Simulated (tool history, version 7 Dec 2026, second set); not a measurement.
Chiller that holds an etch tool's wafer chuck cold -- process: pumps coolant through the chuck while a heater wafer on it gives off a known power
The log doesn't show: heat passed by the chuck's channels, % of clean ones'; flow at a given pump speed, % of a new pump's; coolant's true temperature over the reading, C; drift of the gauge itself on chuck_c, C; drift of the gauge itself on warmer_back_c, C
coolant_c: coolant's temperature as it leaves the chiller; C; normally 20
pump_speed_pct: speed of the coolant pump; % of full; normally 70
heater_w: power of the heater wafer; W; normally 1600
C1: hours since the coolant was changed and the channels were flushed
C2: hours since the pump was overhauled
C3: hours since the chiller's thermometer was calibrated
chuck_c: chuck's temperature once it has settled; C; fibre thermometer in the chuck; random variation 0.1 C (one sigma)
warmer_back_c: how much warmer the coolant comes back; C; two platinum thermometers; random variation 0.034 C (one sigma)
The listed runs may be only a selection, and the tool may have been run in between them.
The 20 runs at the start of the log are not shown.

Run 21, hour 1507.9: usual settings but coolant_c 26 C, pump_speed_pct 68 % of full, heater_w 1537 W; C1 193; C2 2114; C3 64. Result: chuck_c 46.5 C, warmer_back_c 5.15 C.
Run 22, hour 1570.6: usual settings but pump_speed_pct 78 % of full, heater_w 1028 W; C1 255; C2 2177; C3 127. Result: chuck_c 32.3 C, warmer_back_c 3.03 C.
Run 23, hour 1614.5: usual settings but pump_speed_pct 78 % of full, heater_w 1028 W; C1 299; C2 2221; C3 171. Result: chuck_c 32.1 C, warmer_back_c 3.04 C.
Run 24, hour 1677.2: usual settings but coolant_c 13 C, pump_speed_pct 78 % of full, heater_w 893 W; C1 362; C2 2284; C3 234. Result: chuck_c 23.6 C, warmer_back_c 2.59 C.
Run 25, hour 1747.2: usual settings but coolant_c 11 C, pump_speed_pct 78 % of full, heater_w 1299 W; C1 432; C2 2354; C3 304. Result: chuck_c 26.3 C, warmer_back_c 3.87 C.
Run 26, hour 1812.3: usual settings but coolant_c 17 C, pump_speed_pct 71 % of full, heater_w 838 W; C1 497; C2 2419; C3 369. Result: chuck_c 27.9 C, warmer_back_c 2.70 C.
Run 27, hour 1853.5: usual settings but coolant_c 12 C, pump_speed_pct 71 % of full, heater_w 2168 W; C1 538; C2 2460; C3 410. Result: chuck_c 40.3 C, warmer_back_c 7.02 C.
Run 28, hour 1932.7: usual settings but pump_speed_pct 83 % of full, heater_w 826 W; C1 617; C2 2539; C3 489. Result: chuck_c 29.6 C, warmer_back_c 2.33 C.
Run 29, hour 1995.9: usual settings but heater_w 1115 W; C1 681; C2 2602; C3 552. Result: chuck_c 34.9 C, warmer_back_c 3.68 C.
Run 30, hour 2044.5: usual settings but heater_w 1115 W; C1 729; C2 2651; C3 601. Result: chuck_c 34.7 C, warmer_back_c 3.63 C.
Run 31, hour 2093.7: usual settings but coolant_c 11 C, pump_speed_pct 92 % of full, heater_w 1989 W; C1 778; C2 2700; C3 650. Result: chuck_c 31.9 C, warmer_back_c 5.00 C.

Branching from run 31: 4 alternative next runs. What would each branch give?
Run A, hour 2163.0: usual settings but coolant_c 11 C, pump_speed_pct 64 % of full, heater_w 1169 W; C1 848; C2 2770; C3 719. Result: chuck_c ?, warmer_back_c ?.
Run B, hour 2163.0: usual settings but coolant_c 26 C, pump_speed_pct 81 % of full, heater_w 2241 W; C1 848; C2 2770; C3 719. Result: chuck_c ?, warmer_back_c ?.
Run C, hour 2163.0: usual settings but coolant_c 15 C, pump_speed_pct 64 % of full, heater_w 1989 W; C1 848; C2 2770; C3 719. Result: chuck_c ?, warmer_back_c ?.
Run D, hour 2163.0: usual settings but coolant_c 16 C; C1 848; C2 2770; C3 719. Result: chuck_c ?, warmer_back_c ?.

run  chuck_c  warmer_back_c
  A     27.8           4.24
  B     52.2           6.42
  C     43.8           7.12
  D     37.4           5.28
Stripped of hidden state, with their random variation kept, the same runs would have yielded:
run  chuck_c  warmer_back_c
  A     27.2           4.17
  B     51.2           6.32
  C     42.7           7.01
  D     36.6           5.20
